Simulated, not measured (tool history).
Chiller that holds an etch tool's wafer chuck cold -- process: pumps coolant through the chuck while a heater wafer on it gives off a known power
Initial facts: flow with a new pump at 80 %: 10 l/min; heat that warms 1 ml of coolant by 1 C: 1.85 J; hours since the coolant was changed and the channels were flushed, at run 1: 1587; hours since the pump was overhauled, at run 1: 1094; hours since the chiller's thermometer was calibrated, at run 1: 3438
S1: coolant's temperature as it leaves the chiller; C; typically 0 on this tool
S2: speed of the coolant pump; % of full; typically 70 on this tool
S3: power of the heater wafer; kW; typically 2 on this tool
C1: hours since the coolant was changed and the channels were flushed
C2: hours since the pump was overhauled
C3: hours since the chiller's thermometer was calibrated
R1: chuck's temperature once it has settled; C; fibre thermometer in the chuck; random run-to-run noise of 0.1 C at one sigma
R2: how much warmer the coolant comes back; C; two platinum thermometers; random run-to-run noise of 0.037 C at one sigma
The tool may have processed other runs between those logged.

Run 1, hour 0: usual settings; C1 1587; C2 1094; C3 3438. Result: R1 26.4 C, R2 7.54 C.
Run 2, hour 41.5: usual settings; C1 1628; C2 1135; C3 3479. Result: R1 26.5 C, R2 7.56 C.
Run 3, hour 61.8: usual settings; C1 1648; C2 1156; C3 3500. Result: R1 26.5 C, R2 7.67 C.
Run 4, hour 100.6: usual settings but S3 1.107 kW; C1 1687; C2 1195; C3 3538. Result: R1 15.1 C, R2 4.25 C.
Run 5, hour 122.6: usual settings but S3 1.107 kW; C1 1709; C2 1217; C3 3560. Result: R1 15.2 C, R2 4.23 C.
Run 6, hour 152.3: usual settings; C1 1739; C2 1246; C3 3590. Result: R1 26.7 C, R2 7.59 C.
Run 7, hour 179.7: usual settings but S2 82 % of full; C1 1766; C2 1274; C3 3618. Result: R1 23.4 C, R2 6.45 C.
Run 8, hour 208.2: usual settings but S2 82 % of full; C1 1795; C2 1302; C3 3646. Result: R1 23.3 C, R2 6.56 C.
Run 9, hour 237.6: usual settings but S2 82 % of full; C1 1824; C2 1331; C3 3675. Result: R1 23.4 C, R2 6.53 C.
Run 10, hour 260.7: usual settings but S2 82 % of full; C1 1847; C2 1355; C3 3698. Result: R1 23.4 C, R2 6.55 C.
Run 11, hour 300.7: usual settings but S1 7 C, S2 82 % of full; C1 1887; C2 1395; C3 3738. Result: R1 30.3 C, R2 6.51 C.
Run 12, hour 338.5: usual settings but S1 7 C, S2 82 % of full; C1 1925; C2 1432; C3 3776. Result: R1 30.5 C, R2 6.54 C.
Run 13, hour 359.4: usual settings but S1 7 C, S2 82 % of full; C1 1946; C2 1453; C3 3797. Result: R1 30.5 C, R2 6.52 C.
Run 14, hour 397.4: usual settings but S3 2.784 kW; C1 1984; C2 1491; C3 3835. Result: R1 37.2 C, R2 10.64 C.
At hour 406.5: coolant pump overhauled.
Run 15, hour 436: usual settings but S3 2.784 kW; C1 2018; C2 30; C3 3869. Result: R1 37.8 C, R2 10.85 C.
Run 16, hour 477.4: usual settings but S1 -5 C, S2 85 % of full; C1 2059; C2 71; C3 3910. Result: R1 18.4 C, R2 6.46 C.
Run 17, hour 521: usual settings but S1 2 C, S2 66 % of full, S3 1.167 kW; C1 2103; C2 115; C3 3954. Result: R1 19.3 C, R2 4.86 C.
Run 18, hour 543.1: usual settings but S1 8 C, S3 2.5 kW; C1 2125; C2 137; C3 3976. Result: R1 42.2 C, R2 9.73 C.
Run 19, hour 589.2: usual settings but S1 1 C, S2 99 % of full; C1 2171; C2 183; C3 4022. Result: R1 21.5 C, R2 5.54 C.
At hour 618.1: chiller's thermometer calibrated.
Run 20, hour 630.5: usual settings but S1 1 C, S2 99 % of full; C1 2211; C2 223; C3 12. Result: R1 20.9 C, R2 5.48 C.
Run 21, hour 650.1: usual settings but S1 1 C, S2 99 % of full; C1 2231; C2 243; C3 32. Result: R1 20.9 C, R2 5.56 C.
At hour 689.4: coolant pump overhauled, once more.
Run 22, hour 691.1: usual settings but S1 1 C, S2 99 % of full; C1 2267; C2 2; C3 68. Result: R1 19.9 C, R2 5.25 C.
Run 23, hour 725.7: usual settings but S1 1 C, S2 99 % of full; C1 2301; C2 36; C3 103. Result: R1 19.9 C, R2 5.21 C.
Run 24, hour 747.3: usual settings but S1 1 C, S2 61 % of full, S3 1.711 kW; C1 2323; C2 58; C3 124. Result: R1 25.7 C, R2 7.25 C.

For each entry between runs, how does the tool's hidden state at the last listed run before it compare with that at the first listed run after it?
In the gap between runs 14 and 15: coolant pump overhauled (hour 406.5)
  heat passed by the chuck's channels, % of clean ones': 93.5 -> 93.4; flow at a given pump speed, % of a new pump's: 97.2 -> 95.2; coolant's true temperature over the reading, C: 0.91 -> 0.92
  what was measured, less what the result would be without the hidden state, R1: +3.7 -> +4.4 C; R2: +0.3 -> +0.53 C
In the gap between runs 19 and 20: chiller's thermometer calibrated (hour 618.1)
  heat passed by the chuck's channels, % of clean ones': 92.9 -> 92.8; flow at a given pump speed, % of a new pump's: 94.9 -> 94.8; coolant's true temperature over the reading, C: 0.96 -> 0.01
  what was measured, less what the result would be without the hidden state, R1: +2.9 -> +2.1 C; R2: +0.28 -> +0.29 C
In the gap between runs 21 and 22: coolant pump overhauled, once more (hour 689.4)
  heat passed by the chuck's channels, % of clean ones': 92.7 -> 92.6; flow at a given pump speed, % of a new pump's: 94.8 -> 100.4; coolant's true temperature over the reading, C: 0.01 -> 0.02
  what was measured, less what the result would be without the hidden state, R1: +2.1 -> +1.2 C; R2: +0.29 -> -0.02 C
